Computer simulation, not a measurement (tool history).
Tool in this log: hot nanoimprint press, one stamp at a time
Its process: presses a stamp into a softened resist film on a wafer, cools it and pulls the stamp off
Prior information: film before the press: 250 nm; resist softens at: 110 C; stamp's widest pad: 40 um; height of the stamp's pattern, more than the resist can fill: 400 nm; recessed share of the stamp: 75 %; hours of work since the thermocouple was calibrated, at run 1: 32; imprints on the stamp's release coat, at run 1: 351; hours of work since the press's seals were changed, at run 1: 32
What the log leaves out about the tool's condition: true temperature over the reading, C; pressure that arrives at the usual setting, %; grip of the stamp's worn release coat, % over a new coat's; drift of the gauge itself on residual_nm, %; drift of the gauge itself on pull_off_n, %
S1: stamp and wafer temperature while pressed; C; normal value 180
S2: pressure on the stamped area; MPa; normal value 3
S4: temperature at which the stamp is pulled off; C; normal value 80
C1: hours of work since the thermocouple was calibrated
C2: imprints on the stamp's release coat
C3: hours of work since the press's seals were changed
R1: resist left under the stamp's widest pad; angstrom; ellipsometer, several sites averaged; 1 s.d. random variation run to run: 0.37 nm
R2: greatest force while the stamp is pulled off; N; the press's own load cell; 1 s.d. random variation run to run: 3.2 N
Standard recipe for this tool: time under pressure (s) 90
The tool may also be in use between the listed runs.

Run 1, hour 0: usual settings; C1 32; C2 351; C3 32. Result: R1 1360 angstrom, R2 151 N.
Run 2, hour 23: usual settings; C1 43; C2 429; C3 43. Result: R1 1358 angstrom, R2 150 N.
Run 3, hour 38.7: usual settings; C1 51; C2 483; C3 51. Result: R1 1362 angstrom, R2 156 N.
Run 4, hour 66.6: usual settings; C1 64; C2 578; C3 64. Result: R1 1358 angstrom, R2 151 N.
Run 5, hour 91.9: usual settings; C1 77; C2 664; C3 77. Result: R1 1359 angstrom, R2 156 N.
Run 6, hour 121.7: usual settings; C1 91; C2 765; C3 91. Result: R1 1363 angstrom, R2 150 N.
Run 7, hour 148.8: usual settings; C1 105; C2 858; C3 105. Result: R1 1356 angstrom, R2 157 N.
Run 8, hour 172.5: usual settings; C1 116; C2 938; C3 116. Result: R1 1358 angstrom, R2 157 N.
Run 9, hour 200.3: usual settings; C1 130; C2 1033; C3 130. Result: R1 1364 angstrom, R2 153 N.
At hour 229.4: stamp cleaned and given a new release coat.
Run 10, hour 231: usual settings but S4 68 C; C1 142; C2 6; C3 142. Result: R1 1363 angstrom, R2 180 N.
Run 11, hour 252.9: usual settings but S4 68 C; C1 153; C2 81; C3 153. Result: R1 1363 angstrom, R2 182 N.
Run 12, hour 290.8: usual settings but S4 68 C; C1 171; C2 209; C3 171. Result: R1 1358 angstrom, R2 185 N.
Run 13, hour 313.9: usual settings; C1 183; C2 288; C3 183. Result: R1 1364 angstrom, R2 157 N.
Run 14, hour 335.5: usual settings; C1 193; C2 361; C3 193. Result: R1 1362 angstrom, R2 155 N.
Run 15, hour 355.4: usual settings; C1 203; C2 429; C3 203. Result: R1 1363 angstrom, R2 150 N.
Run 16, hour 380.7: usual settings; C1 215; C2 515; C3 215. Result: R1 1361 angstrom, R2 149 N.
Run 17, hour 415.7: usual settings; C1 233; C2 635; C3 233. Result: R1 1359 angstrom, R2 158 N.
Run 18, hour 448: usual settings but S1 175 C, S2 2.38 MPa; C1 248; C2 745; C3 248. Result: R1 1691 angstrom, R2 157 N.
Run 19, hour 481: usual settings but time under pressure (s) 66, S4 82 C; C1 265; C2 857; C3 265. Result: R1 1496 angstrom, R2 156 N.
Run 20, hour 511.9: usual settings but time under pressure (s) 66, S4 82 C; C1 280; C2 962; C3 280. Result: R1 1489 angstrom, R2 149 N.
Run 21, hour 530.8: usual settings but S1 182 C, time under pressure (s) 66, S4 72 C; C1 289; C2 1026; C3 289. Result: R1 1425 angstrom, R2 183 N.
Run 22, hour 552.8: usual settings but S1 182 C, time under pressure (s) 66, S4 72 C; C1 300; C2 1101; C3 300. Result: R1 1427 angstrom, R2 173 N.

Forecast run 23:
At hour 564.8: stamp cleaned and given a new release coat.
Run 23, hour 587.7: usual settings but S1 177 C, time under pressure (s) 66, S4 68 C; C1 314; C2 77; C3 314. Result: R1 ?, R2 ?.

Run 23 yielded R1 1600 angstrom, R2 187 N.
With the hidden condition absent and the run-to-run variation left alone, this run would have shown R1 1598 angstrom, R2 187 N.

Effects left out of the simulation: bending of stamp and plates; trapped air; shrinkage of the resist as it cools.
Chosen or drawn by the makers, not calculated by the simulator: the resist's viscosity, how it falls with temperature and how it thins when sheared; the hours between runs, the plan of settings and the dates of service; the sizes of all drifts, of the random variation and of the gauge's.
